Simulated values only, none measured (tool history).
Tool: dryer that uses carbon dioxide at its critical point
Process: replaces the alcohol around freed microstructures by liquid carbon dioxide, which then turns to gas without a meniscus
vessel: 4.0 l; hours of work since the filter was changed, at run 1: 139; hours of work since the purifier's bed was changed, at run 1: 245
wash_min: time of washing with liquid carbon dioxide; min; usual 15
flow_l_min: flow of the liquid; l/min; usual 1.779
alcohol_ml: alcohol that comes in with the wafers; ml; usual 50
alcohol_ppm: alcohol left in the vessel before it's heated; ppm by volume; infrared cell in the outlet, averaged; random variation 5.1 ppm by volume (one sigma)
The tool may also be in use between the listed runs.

run,day,wash_min,flow_l_min,alcohol_ml,hours of work since the filter was changed,hours of work since the purifier's bed was changed,alcohol_ppm
1,0,15,1.779,50,139,245,134
2,1.775,15,1.779,50,165,271,132
3,3.283,15,1.779,50,188,293,143
4,4.2,15,1.779,50,201,307,157
5,5.671,15,1.779,50,223,328,169
6,6.821,15,1.779,50,240,345,179
7,8.579,15,1.779,50,265,371,187
# day 9.417: inlet filter changed
8,9.925,13,1.779,50,7,390,175
9,10.938,13,1.779,30,22,405,144
10,12.096,13,1.779,30,39,422,143
11,14.292,15,1.64,50,72,454,172
12,16.008,15,1.64,50,97,480,190
13,17.058,15,1.64,50,112,495,209
14,18.029,15,1.44,50,127,509,291
15,18.95,15,1.1,50,140,523,686
16,20.012,15,1.1,50,156,538,689
17,21.383,15,1.1,50,176,559,746
18,23.054,15,1.1,50,200,583,765
19,24.621,15,1.1,50,223,606,811
20,26.546,11,1.1,50,252,634,1735
# day 28.279: inlet filter changed
21,28.279,11,1.1,50,0,659,1149
22,29.517,11,1.1,50,18,677,1229
# day 30.892: purifier's bed changed
23,31.35,11,1.1,50,43,7,1187
24,32.567,11,1.1,50,61,25,1254
25,34.312,11,1.1,50,87,50,1252
26,35.412,9,1.98,26,103,66,236
27,36.933,10,1.98,26,125,89,178
28,37.862,10,1.14,72,139,102,2226
29,38.933,23,2.15,107,155,118,27
30,40.446,23,1.44,47,177,140,55
31,42.412,23,2.84,66,206,169,32
32,44.275,15,1.62,50,233,197,216
33,46.058,15,2.85,24,259,223,55
# day 47.288: inlet filter changed
34,48.067,15,2.85,24,11,252,47
35,49.325,15,1.779,29,30,270,72
36,51.071,15,1.779,29,56,296,91
37,52.521,15,1.779,29,77,317,104
38,53.583,15,1.37,22,93,333,165
39,54.567,15,1.37,22,107,347,162
40,55.654,19,1.46,78,123,363,166
41,57.492,9,1.779,70,150,390,957
42,58.788,17,2.03,38,169,409,83
43,60.304,10,1.93,35,191,431,333
44,62.25,10,1.93,35,220,460,367
45,63.221,12,1.93,30,234,474,199

Forecast each of these 4 alternatives for the next run:
A,64.683,9,1.93,23,256,496,?
B,64.683,15,1.72,50,256,496,?
C,64.683,12,1.9,63,256,496,?
D,64.683,13,1.33,30,256,496,?

run,alcohol_ppm
A,375
B,228
C,399
D,473
Without the tool's hidden state the same runs would have given:
run,alcohol_ppm
A,172
B,69
C,157
D,229

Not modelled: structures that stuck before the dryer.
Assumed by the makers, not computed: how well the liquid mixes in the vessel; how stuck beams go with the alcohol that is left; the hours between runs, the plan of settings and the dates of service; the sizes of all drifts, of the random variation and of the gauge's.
